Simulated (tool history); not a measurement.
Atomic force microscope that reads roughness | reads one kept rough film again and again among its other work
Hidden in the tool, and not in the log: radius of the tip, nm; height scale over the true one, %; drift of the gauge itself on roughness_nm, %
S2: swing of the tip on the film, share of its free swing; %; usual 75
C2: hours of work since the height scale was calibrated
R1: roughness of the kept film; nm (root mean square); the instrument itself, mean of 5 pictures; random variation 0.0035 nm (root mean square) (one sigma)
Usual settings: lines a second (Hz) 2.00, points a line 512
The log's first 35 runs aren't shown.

At hour 1463.9: new tip fitted.
Run 36, hour 1486.6: usual settings but lines a second (Hz) 2.71; pictures with this tip 50; C2 2321. Result: R1 1.736 nm (root mean square).
Run 37, hour 1546.8: usual settings but lines a second (Hz) 1.19, points a line 695; pictures with this tip 182; C2 2365. Result: R1 1.787 nm (root mean square).
At hour 1581.5: new tip fitted.
Run 38, hour 1594.8: usual settings but lines a second (Hz) 1.19, points a line 695; pictures with this tip 29; C2 2400. Result: R1 1.804 nm (root mean square).
Run 39, hour 1655.7: usual settings but lines a second (Hz) 1.19, points a line 695; pictures with this tip 162; C2 2445. Result: R1 1.794 nm (root mean square).
Run 40, hour 1683.2: usual settings but lines a second (Hz) 0.81, S2 66 %, points a line 790; pictures with this tip 223; C2 2466. Result: R1 1.808 nm (root mean square).
At hour 1698.6: new tip fitted.
Run 41, hour 1734.4: usual settings but lines a second (Hz) 0.95, points a line 400; pictures with this tip 78; C2 2503. Result: R1 1.804 nm (root mean square).
Run 42, hour 1789.9: usual settings but lines a second (Hz) 0.95, points a line 400; pictures with this tip 200; C2 2544. Result: R1 1.801 nm (root mean square).
At hour 1816.8: new tip fitted.
Run 43, hour 1829.4: usual settings but lines a second (Hz) 2.27; pictures with this tip 28; C2 2573. Result: R1 1.753 nm (root mean square).
Run 44, hour 1891.5: usual settings but lines a second (Hz) 1.52, S2 87 %, points a line 354; pictures with this tip 163; C2 2618. Result: R1 1.734 nm (root mean square).
At hour 1933.2: new tip fitted.
Run 45, hour 1948.8: usual settings but lines a second (Hz) 1.59, S2 89 %, points a line 582; pictures with this tip 34; C2 2660. Result: R1 1.732 nm (root mean square).
Run 46, hour 1986.3: usual settings but lines a second (Hz) 2.07, S2 61 %, points a line 436; pictures with this tip 116; C2 2688. Result: R1 1.800 nm (root mean square).
Run 47, hour 2024.6: usual settings but lines a second (Hz) 2.62, S2 57 %, points a line 390; pictures with this tip 199; C2 2716. Result: R1 1.802 nm (root mean square).
At hour 2049.4: new tip fitted.
Run 48, hour 2057.8: usual settings but lines a second (Hz) 1.98, S2 68 %, points a line 553; pictures with this tip 19; C2 2740. Result: R1 1.799 nm (root mean square).
Run 49, hour 2101.0: usual settings but lines a second (Hz) 3.57, S2 59 %, points a line 286; pictures with this tip 113; C2 2772. Result: R1 1.784 nm (root mean square).

The next listed run, before its measurement:
Run 50, hour 2140.7: usual settings but lines a second (Hz) 3.57, S2 59 %, points a line 286; pictures with this tip 200; C2 2801. Result: R1 ?.

Run 50 gave R1 1.776 nm (root mean square).
Without the tool's hidden state the same run would have given R1 1.764 nm (root mean square).
